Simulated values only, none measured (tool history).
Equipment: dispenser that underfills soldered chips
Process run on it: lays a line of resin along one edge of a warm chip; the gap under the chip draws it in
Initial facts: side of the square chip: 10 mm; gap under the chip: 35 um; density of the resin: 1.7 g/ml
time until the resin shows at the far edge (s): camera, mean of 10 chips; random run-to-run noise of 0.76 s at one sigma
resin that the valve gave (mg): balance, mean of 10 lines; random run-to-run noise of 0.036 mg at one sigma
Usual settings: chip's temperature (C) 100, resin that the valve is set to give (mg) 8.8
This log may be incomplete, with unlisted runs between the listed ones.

| run | hour | chip's temperature (C) | resin that the valve is set to give (mg) | time until the resin shows at the far edge (s) | resin that the valve gave (mg) |
|---|---|---|---|---|---|
| 1 | 0 | 100 | 8.8 | 130.3 | 8.33 |
|  | 2.7 | new syringe of resin |
| 2 | 6.5 | 100 | 8.7 | 90.5 | 8.21 |
| 3 | 11.1 | 100 | 8.7 | 115.5 | 8.18 |
|  | 16.3 | new syringe of resin |
| 4 | 16.8 | 100 | 8.7 | 74.2 | 8.2 |
| 5 | 24 | 100 | 8.7 | 111.4 | 8.22 |
|  | 30 | new syringe of resin |
| 6 | 30.4 | 98 | 8.8 | 78.2 | 8.24 |
|  | 35.5 | dispensing valve cleaned and set on the balance |
| 7 | 36.4 | 98 | 8.8 | 105.9 | 8.81 |
| 8 | 41.7 | 98 | 8.8 | 138 | 8.83 |
|  | 45.1 | new syringe of resin |
| 9 | 49.1 | 100 | 8.8 | 88.5 | 8.79 |
| 10 | 53.5 | 112 | 7.77 | 79.9 | 7.81 |
|  | 58.7 | new syringe of resin |
| 11 | 59.9 | 112 | 7.77 | 54.1 | 7.68 |
| 12 | 67.1 | 108 | 9.62 | 88.5 | 9.51 |
| 13 | 70.6 | 110 | 8.22 | 104.7 | 8.1 |
|  | 72.5 | new syringe of resin |
| 14 | 75.3 | 110 | 8.22 | 61.2 | 8.09 |
| 15 | 80 | 108 | 8.34 | 85.6 | 8.17 |

What does the tool deliver on the next run?
|  | 86.3 | new syringe of resin |
| 16 | 87 | 108 | 10.34 | ? | ? |

{"run 16": {"time until the resin shows at the far edge (s)": 57.2, "resin that the valve gave (mg)": 10.05}}
Without the tool's hidden state the same run would have given time until the resin shows at the far edge (s) 53.8, resin that the valve gave (mg) 10.25.
